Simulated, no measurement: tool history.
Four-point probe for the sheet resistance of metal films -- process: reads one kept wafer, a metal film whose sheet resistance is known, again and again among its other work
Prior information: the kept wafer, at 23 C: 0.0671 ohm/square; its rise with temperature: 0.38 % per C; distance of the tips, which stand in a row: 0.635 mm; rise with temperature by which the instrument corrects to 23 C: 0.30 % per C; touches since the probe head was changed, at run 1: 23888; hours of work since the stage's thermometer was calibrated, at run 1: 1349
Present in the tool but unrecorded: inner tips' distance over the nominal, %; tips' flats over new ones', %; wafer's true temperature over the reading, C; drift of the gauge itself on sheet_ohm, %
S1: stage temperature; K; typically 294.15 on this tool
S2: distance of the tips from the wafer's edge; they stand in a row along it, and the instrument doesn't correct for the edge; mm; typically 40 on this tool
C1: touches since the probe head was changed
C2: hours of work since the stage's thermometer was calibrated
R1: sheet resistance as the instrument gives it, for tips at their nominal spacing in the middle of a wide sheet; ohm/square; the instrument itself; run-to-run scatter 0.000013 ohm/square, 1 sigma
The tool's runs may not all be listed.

run   hour      S1  S2     C1    C2        R1
  1    0.0  294.15  40  23888  1349  0.066998
  2   19.0  294.15  40  24345  1361  0.067029
  3   32.7  294.15  40  24672  1370  0.067002
  4   51.3  294.15  40  25120  1383  0.067011
  5   83.1  294.15  40  25884  1403  0.066984
  6  107.7  294.15  40  26473  1419  0.066986
  7  137.4  294.15  19  27187  1439  0.067029
     149.4  -- stage's thermometer calibrated
  8  154.1  294.15  19  27575     3  0.067052
  9  176.5  294.15  19  28114    18  0.067021
 10  205.3  294.15  19  28805    37  0.067044
 11  235.1  294.15   4  29521    56  0.067880
 12  262.0  294.15  40  30168    74  0.067019
 13  285.0  294.15  40  30718    89  0.066971
 14  309.6  294.15   8  31310   105  0.067197
 15  332.4  304.15  11  31858   120  0.067622
 16  356.0  296.15   3  32424   135  0.068678
 17  378.7  304.15  40  32969   150  0.067526
 18  409.0  294.15   4  33697   170  0.067921
 19  437.7  301.15   4  34385   188  0.068261
 20  457.0  295.15   5  34850   201  0.067636
 21  471.6  295.15   5  35199   211  0.067626
 22  488.2  294.15  40  35597   221  0.067002
 23  507.8  306.15   4  36069   234  0.068536
 24  529.1  294.15  32  36579   248  0.067006
 25  546.2  298.15  73  36990   259  0.067220
 26  566.8  298.15  73  37484   273  0.067196

Forecast each of these 5 alternatives for the next run:
  A  593.7  294.15  52  38130  290   ?
  B  593.7  294.15   6  38130  290   ?
  C  593.7  298.15  30  38130  290   ?
  D  593.7  294.15  14  38130  290   ?
  E  593.7  292.15  10  38130  290   ?

run        R1
  A  0.066983
  B  0.067400
  C  0.067221
  D  0.067068
  E  0.067007
With no hidden state in the tool, these same runs would have given:
run        R1
  A  0.066980
  B  0.067398
  C  0.067219
  D  0.067066
  E  0.067005

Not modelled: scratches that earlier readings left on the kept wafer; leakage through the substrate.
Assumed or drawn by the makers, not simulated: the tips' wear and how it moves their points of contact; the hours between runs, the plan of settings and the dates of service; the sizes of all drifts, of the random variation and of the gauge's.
